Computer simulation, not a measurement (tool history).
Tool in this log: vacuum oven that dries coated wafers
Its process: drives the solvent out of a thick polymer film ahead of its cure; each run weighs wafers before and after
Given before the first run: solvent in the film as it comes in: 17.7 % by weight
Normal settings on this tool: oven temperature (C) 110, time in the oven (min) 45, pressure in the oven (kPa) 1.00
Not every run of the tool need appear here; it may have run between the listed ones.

run 1 hour=0.0 | oven_temperature_(C)=110 time_in_the_oven_(min)=45 pressure_in_the_oven_(kPa)=1.00 | solvent_left_in_the_film_(%)=2.64
run 2 hour=102.3 | oven_temperature_(C)=110 time_in_the_oven_(min)=45 pressure_in_the_oven_(kPa)=2.30 | solvent_left_in_the_film_(%)=3.29
run 3 hour=207.3 | oven_temperature_(C)=110 time_in_the_oven_(min)=45 pressure_in_the_oven_(kPa)=3.67 | solvent_left_in_the_film_(%)=4.10
run 4 hour=282.5 | oven_temperature_(C)=110 time_in_the_oven_(min)=45 pressure_in_the_oven_(kPa)=3.67 | solvent_left_in_the_film_(%)=4.03
run 5 hour=395.0 | oven_temperature_(C)=110 time_in_the_oven_(min)=45 pressure_in_the_oven_(kPa)=0.79 | solvent_left_in_the_film_(%)=2.48
run 6 hour=506.7 | oven_temperature_(C)=110 time_in_the_oven_(min)=45 pressure_in_the_oven_(kPa)=0.79 | solvent_left_in_the_film_(%)=2.36
run 7 hour=567.5 | oven_temperature_(C)=110 time_in_the_oven_(min)=45 pressure_in_the_oven_(kPa)=0.79 | solvent_left_in_the_film_(%)=2.38
run 8 hour=675.9 | oven_temperature_(C)=110 time_in_the_oven_(min)=68 pressure_in_the_oven_(kPa)=1.00 | solvent_left_in_the_film_(%)=1.49
run 9 hour=730.0 | oven_temperature_(C)=110 time_in_the_oven_(min)=68 pressure_in_the_oven_(kPa)=1.00 | solvent_left_in_the_film_(%)=1.43
run 10 hour=844.2 | oven_temperature_(C)=110 time_in_the_oven_(min)=45 pressure_in_the_oven_(kPa)=1.00 | solvent_left_in_the_film_(%)=2.41
run 11 hour=908.5 | oven_temperature_(C)=110 time_in_the_oven_(min)=45 pressure_in_the_oven_(kPa)=1.00 | solvent_left_in_the_film_(%)=2.44
run 12 hour=1018.8 | oven_temperature_(C)=110 time_in_the_oven_(min)=43 pressure_in_the_oven_(kPa)=1.00 | solvent_left_in_the_film_(%)=2.57
run 13 hour=1093.0 | oven_temperature_(C)=110 time_in_the_oven_(min)=33 pressure_in_the_oven_(kPa)=1.00 | solvent_left_in_the_film_(%)=3.52
run 14 hour=1205.6 | oven_temperature_(C)=110 time_in_the_oven_(min)=33 pressure_in_the_oven_(kPa)=1.00 | solvent_left_in_the_film_(%)=3.65
run 15 hour=1272.7 | oven_temperature_(C)=110 time_in_the_oven_(min)=33 pressure_in_the_oven_(kPa)=1.00 | solvent_left_in_the_film_(%)=3.62
run 16 hour=1364.1 | oven_temperature_(C)=110 time_in_the_oven_(min)=45 pressure_in_the_oven_(kPa)=1.00 | solvent_left_in_the_film_(%)=2.38
run 17 hour=1428.9 | oven_temperature_(C)=110 time_in_the_oven_(min)=45 pressure_in_the_oven_(kPa)=1.00 | solvent_left_in_the_film_(%)=2.35
run 18 hour=1497.7 | oven_temperature_(C)=110 time_in_the_oven_(min)=45 pressure_in_the_oven_(kPa)=1.00 | solvent_left_in_the_film_(%)=2.28
run 19 hour=1581.8 | oven_temperature_(C)=110 time_in_the_oven_(min)=45 pressure_in_the_oven_(kPa)=1.00 | solvent_left_in_the_film_(%)=2.46
-- hour=1662.1 oven's thermocouples calibrated
run 20 hour=1668.9 | oven_temperature_(C)=110 time_in_the_oven_(min)=23 pressure_in_the_oven_(kPa)=1.00 | solvent_left_in_the_film_(%)=6.05
run 21 hour=1780.4 | oven_temperature_(C)=110 time_in_the_oven_(min)=45 pressure_in_the_oven_(kPa)=1.00 | solvent_left_in_the_film_(%)=2.88
run 22 hour=1849.0 | oven_temperature_(C)=110 time_in_the_oven_(min)=28 pressure_in_the_oven_(kPa)=1.00 | solvent_left_in_the_film_(%)=4.89
run 23 hour=1938.0 | oven_temperature_(C)=113 time_in_the_oven_(min)=45 pressure_in_the_oven_(kPa)=1.00 | solvent_left_in_the_film_(%)=2.21
run 24 hour=1991.2 | oven_temperature_(C)=113 time_in_the_oven_(min)=45 pressure_in_the_oven_(kPa)=1.00 | solvent_left_in_the_film_(%)=2.16
run 25 hour=2102.1 | oven_temperature_(C)=113 time_in_the_oven_(min)=23 pressure_in_the_oven_(kPa)=1.05 | solvent_left_in_the_film_(%)=4.73
run 26 hour=2152.5 | oven_temperature_(C)=113 time_in_the_oven_(min)=64 pressure_in_the_oven_(kPa)=1.53 | solvent_left_in_the_film_(%)=1.67
run 27 hour=2237.5 | oven_temperature_(C)=99 time_in_the_oven_(min)=69 pressure_in_the_oven_(kPa)=1.53 | solvent_left_in_the_film_(%)=4.70
run 28 hour=2300.6 | oven_temperature_(C)=99 time_in_the_oven_(min)=69 pressure_in_the_oven_(kPa)=1.53 | solvent_left_in_the_film_(%)=4.91
run 29 hour=2362.3 | oven_temperature_(C)=100 time_in_the_oven_(min)=24 pressure_in_the_oven_(kPa)=2.18 | solvent_left_in_the_film_(%)=9.41
run 30 hour=2465.3 | oven_temperature_(C)=100 time_in_the_oven_(min)=24 pressure_in_the_oven_(kPa)=2.18 | solvent_left_in_the_film_(%)=9.53
run 31 hour=2539.9 | oven_temperature_(C)=100 time_in_the_oven_(min)=24 pressure_in_the_oven_(kPa)=2.18 | solvent_left_in_the_film_(%)=9.43
run 32 hour=2607.6 | oven_temperature_(C)=112 time_in_the_oven_(min)=45 pressure_in_the_oven_(kPa)=1.90 | solvent_left_in_the_film_(%)=2.85
run 33 hour=2688.1 | oven_temperature_(C)=111 time_in_the_oven_(min)=45 pressure_in_the_oven_(kPa)=0.78 | solvent_left_in_the_film_(%)=2.37
run 34 hour=2744.1 | oven_temperature_(C)=103 time_in_the_oven_(min)=78 pressure_in_the_oven_(kPa)=0.62 | solvent_left_in_the_film_(%)=2.45
run 35 hour=2861.4 | oven_temperature_(C)=99 time_in_the_oven_(min)=60 pressure_in_the_oven_(kPa)=0.75 | solvent_left_in_the_film_(%)=4.64
run 36 hour=2920.6 | oven_temperature_(C)=99 time_in_the_oven_(min)=60 pressure_in_the_oven_(kPa)=0.75 | solvent_left_in_the_film_(%)=4.54
run 37 hour=2988.1 | oven_temperature_(C)=108 time_in_the_oven_(min)=26 pressure_in_the_oven_(kPa)=1.79 | solvent_left_in_the_film_(%)=6.01
run 38 hour=3080.7 | oven_temperature_(C)=108 time_in_the_oven_(min)=26 pressure_in_the_oven_(kPa)=1.79 | solvent_left_in_the_film_(%)=6.03
run 39 hour=3156.2 | oven_temperature_(C)=101 time_in_the_oven_(min)=52 pressure_in_the_oven_(kPa)=1.08 | solvent_left_in_the_film_(%)=4.84
run 40 hour=3233.7 | oven_temperature_(C)=96 time_in_the_oven_(min)=23 pressure_in_the_oven_(kPa)=2.67 | solvent_left_in_the_film_(%)=10.80
run 41 hour=3329.1 | oven_temperature_(C)=117 time_in_the_oven_(min)=39 pressure_in_the_oven_(kPa)=2.31 | solvent_left_in_the_film_(%)=2.23
-- hour=3377.4 vacuum gauge cleaned of residue and calibrated
run 42 hour=3440.2 | oven_temperature_(C)=110 time_in_the_oven_(min)=45 pressure_in_the_oven_(kPa)=0.75 | solvent_left_in_the_film_(%)=1.88
run 43 hour=3541.4 | oven_temperature_(C)=121 time_in_the_oven_(min)=35 pressure_in_the_oven_(kPa)=1.13 | solvent_left_in_the_film_(%)=0.98
run 44 hour=3642.5 | oven_temperature_(C)=104 time_in_the_oven_(min)=30 pressure_in_the_oven_(kPa)=3.70 | solvent_left_in_the_film_(%)=7.04
run 45 hour=3726.7 | oven_temperature_(C)=110 time_in_the_oven_(min)=45 pressure_in_the_oven_(kPa)=2.04 | solvent_left_in_the_film_(%)=2.55

Forecast each of these 4 alternatives for the next run:
run A hour=3837.7 | oven_temperature_(C)=108 time_in_the_oven_(min)=45 pressure_in_the_oven_(kPa)=1.00 | solvent_left_in_the_film_(%)=?
run B hour=3837.7 | oven_temperature_(C)=99 time_in_the_oven_(min)=45 pressure_in_the_oven_(kPa)=2.04 | solvent_left_in_the_film_(%)=?
run C hour=3837.7 | oven_temperature_(C)=118 time_in_the_oven_(min)=24 pressure_in_the_oven_(kPa)=2.04 | solvent_left_in_the_film_(%)=?
run D hour=3837.7 | oven_temperature_(C)=121 time_in_the_oven_(min)=74 pressure_in_the_oven_(kPa)=0.53 | solvent_left_in_the_film_(%)=?

run=A solvent_left_in_the_film_(%)=2.36
run=B solvent_left_in_the_film_(%)=5.83
run=C solvent_left_in_the_film_(%)=2.73
run=D solvent_left_in_the_film_(%)=0.29
With no hidden state in the tool, these same runs would have given:
run=A solvent_left_in_the_film_(%)=2.99
run=B solvent_left_in_the_film_(%)=6.71
run=C solvent_left_in_the_film_(%)=3.38
run=D solvent_left_in_the_film_(%)=0.28
